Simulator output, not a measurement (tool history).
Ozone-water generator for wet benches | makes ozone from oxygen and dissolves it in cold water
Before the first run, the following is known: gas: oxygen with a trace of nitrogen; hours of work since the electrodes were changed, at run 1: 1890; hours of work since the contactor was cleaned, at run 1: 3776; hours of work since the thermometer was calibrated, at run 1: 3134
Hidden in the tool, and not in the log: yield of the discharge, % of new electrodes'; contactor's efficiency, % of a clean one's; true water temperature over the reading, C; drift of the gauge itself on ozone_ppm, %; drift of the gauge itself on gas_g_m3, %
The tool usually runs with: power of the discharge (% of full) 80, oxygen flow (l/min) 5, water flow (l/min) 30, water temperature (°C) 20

run    day  power of the discharge (% of full)  oxygen flow (l/min)  water flow (l/min)  water temperature (°C)  hours of work since the electrodes were changed  hours of work since the contactor was cleaned  hours of work since the thermometer was calibrated  dissolved ozone (ppm)  ozone in the gas ahead of the water (g/m3)
  1      0                                  80                    5                  30                      20                                             1890                                           3776                                                3134                   14.6                                         198
  2  2.254                                  88                    5                  30                      20                                             1938                                           3823                                                3182                   15.5                                       207.8
  3  4.008                                  80                    5                  30                      20                                             1975                                           3860                                                3219                   14.7                                       198.4
  4  5.671                                  54                    5                  30                      20                                             2010                                           3895                                                3254                   12.1                                       159.3
  5  7.675                                  54                    5                  30                      20                                             2052                                           3937                                                3296                   11.8                                       161.9
  6  9.158                                  80                 2.74                  30                      20                                             2083                                           3969                                                3327                   11.5                                       240.9
  7   11.9                                  80                 2.74                  30                      20                                             2141                                           4026                                                3385                   11.6                                       240.3

What will run 8 give?
  8  14.567                                  57                 3.26                  36                      25                                             2197                                           4083                                                3441                      ?                                           ?

Run 8 yielded dissolved ozone (ppm) 8.2, ozone in the gas ahead of the water (g/m3) 188.7.
Take away the tool's hidden state, keep the run-to-run variation as it was, and the same run would have given dissolved ozone (ppm) 8.8, ozone in the gas ahead of the water (g/m3) 191.8.

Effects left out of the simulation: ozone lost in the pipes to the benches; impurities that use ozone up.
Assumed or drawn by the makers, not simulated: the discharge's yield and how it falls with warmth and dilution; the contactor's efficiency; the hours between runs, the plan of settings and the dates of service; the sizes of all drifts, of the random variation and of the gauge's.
